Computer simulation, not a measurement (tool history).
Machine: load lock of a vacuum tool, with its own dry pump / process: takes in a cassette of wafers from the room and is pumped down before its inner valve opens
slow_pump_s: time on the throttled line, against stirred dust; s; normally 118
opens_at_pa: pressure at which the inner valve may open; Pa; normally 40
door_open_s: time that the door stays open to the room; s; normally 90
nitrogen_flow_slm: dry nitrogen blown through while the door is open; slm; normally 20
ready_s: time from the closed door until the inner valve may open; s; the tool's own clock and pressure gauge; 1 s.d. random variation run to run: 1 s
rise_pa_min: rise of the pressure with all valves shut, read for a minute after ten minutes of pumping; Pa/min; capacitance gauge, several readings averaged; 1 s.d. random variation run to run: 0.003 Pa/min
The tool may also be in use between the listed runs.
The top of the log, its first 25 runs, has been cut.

| run | hour | slow_pump_s | opens_at_pa | door_open_s | nitrogen_flow_slm | incoming humidity of the room's air, % | ready_s | rise_pa_min |
|---|---|---|---|---|---|---|---|---|
| 26 | 5781.0 | 214 | 38 | 69 | 20 | 48.9 | 259.4 | 0.573 |
|  | 5871.7 | door's seal changed, seat wiped |
| 27 | 6085.4 | 127 | 40 | 90 | 38 | 41.8 | 180.3 | 0.028 |
| 28 | 6319.5 | 127 | 63 | 62 | 4 | 43.3 | 178.5 | 0.059 |
| 29 | 6561.2 | 118 | 60 | 109 | 20 | 44.4 | 168.3 | 0.047 |
| 30 | 6862.5 | 64 | 33 | 78 | 20 | 48.9 | 126.5 | 0.052 |
| 31 | 7196.8 | 64 | 33 | 78 | 20 | 44.8 | 128.1 | 0.050 |
| 32 | 7353.6 | 232 | 33 | 78 | 18 | 45.5 | 276.3 | 0.055 |
| 33 | 7669.4 | 96 | 52 | 78 | 18 | 41.9 | 153.4 | 0.058 |
| 34 | 7848.7 | 86 | 38 | 78 | 18 | 44.3 | 145.4 | 0.061 |
| 35 | 8114.1 | 118 | 67 | 33 | 40 | 44.0 | 170.4 | 0.041 |
| 36 | 8354.2 | 118 | 67 | 33 | 40 | 41.5 | 168.1 | 0.046 |
| 37 | 8661.9 | 118 | 67 | 33 | 40 | 44.8 | 170.4 | 0.057 |

Alternative continuations, all from the tool just after run 37; predict every row:
| A | 8881.1 | 118 | 67 | 209 | 40 | 42.3 | ? | ? |
| B | 8881.1 | 118 | 36 | 90 | 20 | 42.0 | ? | ? |
| C | 8881.1 | 160 | 52 | 33 | 5 | 50.2 | ? | ? |
| D | 8881.1 | 118 | 48 | 132 | 20 | 46.2 | ? | ? |

| run | ready_s | rise_pa_min |
|---|---|---|
| A | 167.5 | 0.076 |
| B | 176.2 | 0.078 |
| C | 209.8 | 0.081 |
| D | 173.6 | 0.094 |
With no hidden state in the tool, these same runs would have given:
| run | ready_s | rise_pa_min |
|---|---|---|
| A | 157.3 | 0.037 |
| B | 164.8 | 0.039 |
| C | 199.9 | 0.042 |
| D | 162.7 | 0.055 |
